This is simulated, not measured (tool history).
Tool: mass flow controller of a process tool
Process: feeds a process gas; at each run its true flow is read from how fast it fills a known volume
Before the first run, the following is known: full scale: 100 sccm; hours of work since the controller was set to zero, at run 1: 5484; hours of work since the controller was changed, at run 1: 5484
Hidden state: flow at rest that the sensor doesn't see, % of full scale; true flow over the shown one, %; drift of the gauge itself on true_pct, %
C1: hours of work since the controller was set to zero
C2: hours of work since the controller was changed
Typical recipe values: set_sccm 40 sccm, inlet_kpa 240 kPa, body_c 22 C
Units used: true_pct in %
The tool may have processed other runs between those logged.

run 1 hour=0 | set_sccm=40 inlet_kpa=240 body_c=22 | C1=5484 C2=5484 | true_pct=97.91
run 2 hour=93.1 | set_sccm=40 inlet_kpa=240 body_c=22 | C1=5539 C2=5539 | true_pct=97.73
run 3 hour=164.1 | set_sccm=65 inlet_kpa=240 body_c=22 | C1=5580 C2=5580 | true_pct=98.42
run 4 hour=235.6 | set_sccm=65 inlet_kpa=240 body_c=22 | C1=5622 C2=5622 | true_pct=98.63
run 5 hour=351.9 | set_sccm=65 inlet_kpa=240 body_c=22 | C1=5690 C2=5690 | true_pct=98.45
run 6 hour=421.6 | set_sccm=65 inlet_kpa=240 body_c=22 | C1=5731 C2=5731 | true_pct=98.61
run 7 hour=541 | set_sccm=40 inlet_kpa=218 body_c=22 | C1=5801 C2=5801 | true_pct=98.14
-- hour=652.7 controller exchanged for a calibrated one
run 8 hour=656.5 | set_sccm=15 inlet_kpa=240 body_c=31 | C1=2 C2=2 | true_pct=98.09
run 9 hour=764.9 | set_sccm=15 inlet_kpa=235 body_c=37 | C1=66 C2=66 | true_pct=98.82
run 10 hour=844.4 | set_sccm=23 inlet_kpa=256 body_c=31 | C1=112 C2=112 | true_pct=98.15
run 11 hour=944.5 | set_sccm=40 inlet_kpa=187 body_c=21 | C1=171 C2=171 | true_pct=98.23
run 12 hour=1051 | set_sccm=32 inlet_kpa=196 body_c=25 | C1=233 C2=233 | true_pct=98.29
run 13 hour=1160.3 | set_sccm=32 inlet_kpa=196 body_c=25 | C1=297 C2=297 | true_pct=98.41
run 14 hour=1241.3 | set_sccm=81 inlet_kpa=196 body_c=25 | C1=345 C2=345 | true_pct=99.53

Predict each of these 5 candidate next runs independently; none follows another, all start after run 14:
run A hour=1322.4 | set_sccm=81 inlet_kpa=196 body_c=30 | C1=392 C2=392 | true_pct=?
run B hour=1322.4 | set_sccm=40 inlet_kpa=240 body_c=25 | C1=392 C2=392 | true_pct=?
run C hour=1322.4 | set_sccm=27 inlet_kpa=140 body_c=23 | C1=392 C2=392 | true_pct=?
run D hour=1322.4 | set_sccm=67 inlet_kpa=252 body_c=24 | C1=392 C2=392 | true_pct=?
run E hour=1322.4 | set_sccm=45 inlet_kpa=229 body_c=20 | C1=392 C2=392 | true_pct=?

run=A true_pct=100.04
run=B true_pct=98.16
run=C true_pct=98.39
run=D true_pct=98.55
run=E true_pct=97.73
With the hidden condition removed and each run's random variation left untouched, the same runs would have given:
run=A true_pct=100.04
run=B true_pct=98.16
run=C true_pct=98.4
run=D true_pct=98.55
run=E true_pct=97.74
